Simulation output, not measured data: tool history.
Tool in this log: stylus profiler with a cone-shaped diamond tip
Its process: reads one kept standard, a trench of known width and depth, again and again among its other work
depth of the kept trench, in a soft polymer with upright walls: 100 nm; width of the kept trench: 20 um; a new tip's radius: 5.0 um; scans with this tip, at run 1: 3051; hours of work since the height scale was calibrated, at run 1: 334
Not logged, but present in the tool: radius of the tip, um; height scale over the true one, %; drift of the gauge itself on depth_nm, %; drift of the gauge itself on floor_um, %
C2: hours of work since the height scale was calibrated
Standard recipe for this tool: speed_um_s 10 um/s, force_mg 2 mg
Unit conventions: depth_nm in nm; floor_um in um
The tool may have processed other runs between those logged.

run 1 day=0 | speed_um_s=10 force_mg=2 | scans_with_this_tip=3051 C2=334 | depth_nm=100.925 floor_um=17.84
run 2 day=0.921 | speed_um_s=10 force_mg=2 | scans_with_this_tip=3170 C2=347 | depth_nm=100.931 floor_um=17.82
run 3 day=2.312 | speed_um_s=10 force_mg=2 | scans_with_this_tip=3351 C2=367 | depth_nm=100.912 floor_um=17.73
run 4 day=3.429 | speed_um_s=5 force_mg=2 | scans_with_this_tip=3496 C2=383 | depth_nm=100.915 floor_um=17.85
run 5 day=4.458 | speed_um_s=5 force_mg=1.4 | scans_with_this_tip=3630 C2=397 | depth_nm=100.692 floor_um=17.79
run 6 day=5.558 | speed_um_s=5 force_mg=1.4 | scans_with_this_tip=3772 C2=413 | depth_nm=100.7 floor_um=17.68

Forecast run 7:
run 7 day=6.658 | speed_um_s=5 force_mg=4.69 | scans_with_this_tip=3915 C2=429 | depth_nm=? floor_um=?

{"run 7": {"depth_nm": 101.7, "floor_um": 17.79}}
Had the tool carried no hidden state, the very same run would have given depth_nm 101.805 nm, floor_um 17.97 um.

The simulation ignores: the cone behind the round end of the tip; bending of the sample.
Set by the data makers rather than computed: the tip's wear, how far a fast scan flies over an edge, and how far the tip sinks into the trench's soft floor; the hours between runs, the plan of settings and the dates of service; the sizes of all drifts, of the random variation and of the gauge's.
